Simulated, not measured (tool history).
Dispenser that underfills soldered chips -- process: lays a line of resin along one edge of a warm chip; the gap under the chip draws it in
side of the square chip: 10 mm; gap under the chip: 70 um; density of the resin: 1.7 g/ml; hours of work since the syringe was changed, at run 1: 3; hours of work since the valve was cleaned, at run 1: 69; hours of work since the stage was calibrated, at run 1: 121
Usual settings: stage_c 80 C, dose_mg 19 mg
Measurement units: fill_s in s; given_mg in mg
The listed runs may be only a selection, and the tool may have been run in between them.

| run | hour | stage_c | dose_mg | hours of work since the syringe was changed | hours of work since the valve was cleaned | hours of work since the stage was calibrated | fill_s | given_mg |
|---|---|---|---|---|---|---|---|---|
| 1 | 0 | 80 | 19 | 3 | 69 | 121 | 39 | 18.56 |
| 2 | 3.2 | 82 | 19 | 5 | 71 | 123 | 41 | 18.48 |
| 3 | 5.2 | 82 | 19 | 6 | 73 | 124 | 46 | 18.59 |
|  | 5.8 | new syringe of resin |
| 4 | 7.7 | 82 | 19 | 1 | 74 | 125 | 31.7 | 18.57 |
| 5 | 10.9 | 80 | 19 | 3 | 76 | 127 | 41 | 18.5 |
| 6 | 13.3 | 80 | 19 | 5 | 78 | 129 | 44.8 | 18.39 |
|  | 15.8 | new syringe of resin |
| 7 | 18 | 80 | 20.6 | 1 | 81 | 132 | 34.8 | 20.04 |
| 8 | 20.9 | 67 | 19 | 3 | 82 | 134 | 67.6 | 18.4 |
| 9 | 23.7 | 67 | 19 | 5 | 84 | 136 | 77.2 | 18.53 |
|  | 25.9 | new syringe of resin |
| 10 | 27.2 | 67 | 24.4 | 1 | 86 | 138 | 57.5 | 23.43 |
| 11 | 30.4 | 67 | 24.4 | 3 | 89 | 140 | 65.7 | 23.58 |
| 12 | 34.1 | 67 | 24.4 | 5 | 91 | 142 | 78.4 | 23.59 |
|  | 36 | new syringe of resin |
| 13 | 37.1 | 80 | 23.6 | 1 | 93 | 144 | 33.2 | 22.8 |
| 14 | 40.4 | 80 | 23.6 | 3 | 95 | 146 | 39 | 22.8 |
| 15 | 43.4 | 80 | 23.6 | 5 | 97 | 148 | 44.6 | 22.89 |
|  | 46.1 | new syringe of resin |
| 16 | 47.7 | 80 | 17.1 | 1 | 99 | 151 | 35.8 | 16.56 |
| 17 | 50 | 75 | 21.4 | 3 | 101 | 152 | 47.4 | 20.59 |
| 18 | 54.4 | 93 | 21.4 | 5 | 104 | 155 | 28.6 | 20.66 |
|  | 56.5 | dispensing valve cleaned and set on the balance |
|  | 57.2 | new syringe of resin |
| 19 | 58.9 | 70 | 16.2 | 1 | 1 | 157 | 53.2 | 16.22 |
| 20 | 62.5 | 70 | 16.2 | 3 | 4 | 160 | 61.8 | 16.2 |
|  | 67.2 | new syringe of resin |
| 21 | 67.2 | 86 | 23.9 | 0 | 7 | 163 | 24.2 | 23.92 |
| 22 | 70.8 | 76 | 22.7 | 2 | 9 | 165 | 42.2 | 22.85 |
| 23 | 72.8 | 80 | 18.7 | 4 | 10 | 166 | 38.7 | 18.63 |
|  | 77.1 | new syringe of resin |
| 24 | 77.6 | 76 | 23.4 | 0 | 13 | 169 | 36.9 | 23.43 |
| 25 | 81.8 | 76 | 23.4 | 3 | 16 | 172 | 45.2 | 23.37 |

Branching from run 25: 5 alternative next runs. What would each branch give?
| A | 84.2 | 79 | 19.9 | 5 | 18 | 174 | ? | ? |
| B | 84.2 | 89 | 21.4 | 5 | 18 | 174 | ? | ? |
| C | 84.2 | 68 | 19 | 5 | 18 | 174 | ? | ? |
| D | 84.2 | 82 | 22.6 | 5 | 18 | 174 | ? | ? |
| E | 84.2 | 89 | 18.7 | 5 | 18 | 174 | ? | ? |

| run | fill_s | given_mg |
|---|---|---|
| A | 45.4 | 19.74 |
| B | 30.8 | 21.51 |
| C | 70.9 | 18.98 |
| D | 39.7 | 22.32 |
| E | 30.7 | 18.47 |
The same runs, with their run-to-run variation unchanged, on a tool lacking any hidden condition would have given:
| run | fill_s | given_mg |
|---|---|---|
| A | 34.7 | 19.84 |
| B | 23.5 | 21.61 |
| C | 54.4 | 19.07 |
| D | 30.3 | 22.42 |
| E | 23.3 | 18.56 |
